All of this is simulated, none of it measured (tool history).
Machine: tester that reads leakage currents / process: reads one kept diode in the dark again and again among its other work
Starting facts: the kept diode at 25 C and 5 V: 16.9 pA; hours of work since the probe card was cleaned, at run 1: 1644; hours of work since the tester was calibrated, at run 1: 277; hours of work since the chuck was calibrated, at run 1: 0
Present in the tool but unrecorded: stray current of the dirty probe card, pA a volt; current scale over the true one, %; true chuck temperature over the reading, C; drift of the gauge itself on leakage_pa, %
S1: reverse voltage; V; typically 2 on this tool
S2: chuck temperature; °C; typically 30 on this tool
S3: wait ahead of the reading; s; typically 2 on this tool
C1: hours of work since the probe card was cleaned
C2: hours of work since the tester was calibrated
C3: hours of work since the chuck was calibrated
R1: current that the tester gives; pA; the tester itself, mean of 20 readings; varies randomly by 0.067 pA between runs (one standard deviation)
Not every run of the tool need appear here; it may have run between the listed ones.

run 1 hour=0 | S1=2 S2=30 S3=2 | C1=1644 C2=277 C3=0 | R1=14.66
run 2 hour=150.6 | S1=2 S2=30 S3=2 | C1=1709 C2=343 C3=65 | R1=14.77
run 3 hour=438.7 | S1=2 S2=30 S3=2 | C1=1834 C2=467 C3=190 | R1=14.77
-- hour=584.8 probe card cleaned and baked
run 4 hour=657.1 | S1=2 S2=30 S3=2 | C1=31 C2=561 C3=283 | R1=14.77
run 5 hour=882.1 | S1=2 S2=30 S3=1.22 | C1=129 C2=658 C3=381 | R1=14.74
run 6 hour=1175.9 | S1=2 S2=30 S3=1.22 | C1=256 C2=786 C3=508 | R1=14.88
run 7 hour=1304.7 | S1=2 S2=30 S3=2 | C1=312 C2=841 C3=564 | R1=14.68
run 8 hour=1500.7 | S1=2 S2=37 S3=2 | C1=397 C2=926 C3=649 | R1=24.58
run 9 hour=1785.1 | S1=2 S2=37 S3=2 | C1=520 C2=1050 C3=772 | R1=24.6
run 10 hour=1911.7 | S1=2 S2=37 S3=2 | C1=575 C2=1104 C3=827 | R1=24.72
run 11 hour=2085.9 | S1=2 S2=37 S3=2 | C1=651 C2=1180 C3=903 | R1=24.59
run 12 hour=2211.7 | S1=2 S2=37 S3=2 | C1=705 C2=1235 C3=957 | R1=24.59
run 13 hour=2422.4 | S1=2 S2=37 S3=2 | C1=796 C2=1326 C3=1049 | R1=24.64
run 14 hour=2682 | S1=2 S2=37 S3=2 | C1=909 C2=1438 C3=1161 | R1=24.55
run 15 hour=2810.4 | S1=8.59 S2=30 S3=3.77 | C1=965 C2=1494 C3=1217 | R1=34.51
run 16 hour=2966.1 | S1=14.32 S2=30 S3=2 | C1=1032 C2=1561 C3=1284 | R1=48.03
run 17 hour=3109 | S1=15.47 S2=30 S3=9.78 | C1=1094 C2=1623 C3=1346 | R1=49.02
run 18 hour=3325.1 | S1=15.47 S2=38 S3=7.89 | C1=1188 C2=1717 C3=1440 | R1=87.92
run 19 hour=3614.6 | S1=1.07 S2=38 S3=0.32 | C1=1313 C2=1842 C3=1565 | R1=18.91
run 20 hour=3856.5 | S1=1.07 S2=38 S3=0.32 | C1=1418 C2=1947 C3=1670 | R1=18.92
run 21 hour=3990 | S1=2.17 S2=24 S3=3.19 | C1=1476 C2=2005 C3=1728 | R1=9.86
-- hour=4181.8 chuck's temperature calibrated
run 22 hour=4264.6 | S1=2.17 S2=24 S3=3.19 | C1=1594 C2=2123 C3=36 | R1=9.8
run 23 hour=4397.3 | S1=2.17 S2=24 S3=3.19 | C1=1651 C2=2181 C3=93 | R1=9.75
run 24 hour=4562.9 | S1=2.17 S2=24 S3=3.19 | C1=1723 C2=2253 C3=165 | R1=9.84
run 25 hour=4746.7 | S1=2.17 S2=24 S3=3.19 | C1=1803 C2=2332 C3=245 | R1=9.7
run 26 hour=4915.4 | S1=2.17 S2=24 S3=3.19 | C1=1876 C2=2405 C3=318 | R1=9.69
-- hour=4969.7 probe card cleaned and baked
run 27 hour=5149.8 | S1=11.35 S2=23 S3=2 | C1=78 C2=2506 C3=418 | R1=24.82
run 28 hour=5429.4 | S1=2 S2=29 S3=2 | C1=199 C2=2627 C3=539 | R1=13.8

Forecast each of these 3 alternatives for the next run:
run A hour=5705.4 | S1=2 S2=22 S3=5.9 | C1=319 C2=2746 C3=659 | R1=?
run B hour=5705.4 | S1=1.39 S2=29 S3=2 | C1=319 C2=2746 C3=659 | R1=?
run C hour=5705.4 | S1=2 S2=39 S3=2 | C1=319 C2=2746 C3=659 | R1=?

run=A R1=7.89
run=B R1=11
run=C R1=28.44
With the hidden condition removed and each run's random variation left untouched, the same runs would have given:
run=A R1=7.88
run=B R1=11
run=C R1=28.44
